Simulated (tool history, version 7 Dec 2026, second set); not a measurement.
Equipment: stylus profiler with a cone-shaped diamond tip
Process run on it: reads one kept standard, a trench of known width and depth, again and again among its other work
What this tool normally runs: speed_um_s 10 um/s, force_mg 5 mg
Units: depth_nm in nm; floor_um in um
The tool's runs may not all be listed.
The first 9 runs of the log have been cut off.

run,hour,speed_um_s,force_mg,depth_nm,floor_um
10,596.3,4,5,205.05,96.85
11,684.2,35,5,204.98,96.72
# hour 691.2: height scale calibrated on a step standard
12,742.2,3,5,204.82,96.83
13,805.8,3,5,204.98,96.82
14,897.9,17,5,205.13,96.71
15,969,10,5,205.01,96.78
16,1012.8,10,5,204.86,96.72
# hour 1027.5: height scale calibrated on a step standard, once more
17,1082.5,11,1.7,202.61,96.7
18,1125.6,16,5.04,205.34,96.65
19,1177.8,4,3.8,204.59,96.64
20,1265.5,15,7.86,207.19,96.69
21,1335.3,3,3.54,204.41,96.65
22,1383.5,2,6.41,206.25,96.64
23,1456.6,15,8.52,207.7,96.57
24,1496.9,15,8.52,207.64,96.56
25,1555.1,37,7.13,206.77,96.49
26,1625.2,35,4.21,204.61,96.45
27,1692,13,4.89,205.14,96.47
28,1786.3,13,11.83,209.55,96.48
29,1836.3,13,11.83,209.37,96.49
30,1915.2,5,2.39,203.07,96.46
31,1961.7,39,7.16,206.75,96.4

Each row is a separate what-if for the run after 31, all from the same tool condition, not one after another. Results?
A,2035.8,3,7.16,?,?
B,2035.8,2,8.31,?,?
C,2035.8,10,12,?,?
D,2035.8,10,2.39,?,?
E,2035.8,32,6.58,?,?

run,depth_nm,floor_um
A,206.67,96.44
B,207.23,96.46
C,209.59,96.44
D,203.02,96.44
E,206.33,96.34
Without the tool's hidden state the same runs would have given:
run,depth_nm,floor_um
A,206.92,97.17
B,207.49,97.19
C,209.85,97.17
D,203.27,97.17
E,206.58,97.07

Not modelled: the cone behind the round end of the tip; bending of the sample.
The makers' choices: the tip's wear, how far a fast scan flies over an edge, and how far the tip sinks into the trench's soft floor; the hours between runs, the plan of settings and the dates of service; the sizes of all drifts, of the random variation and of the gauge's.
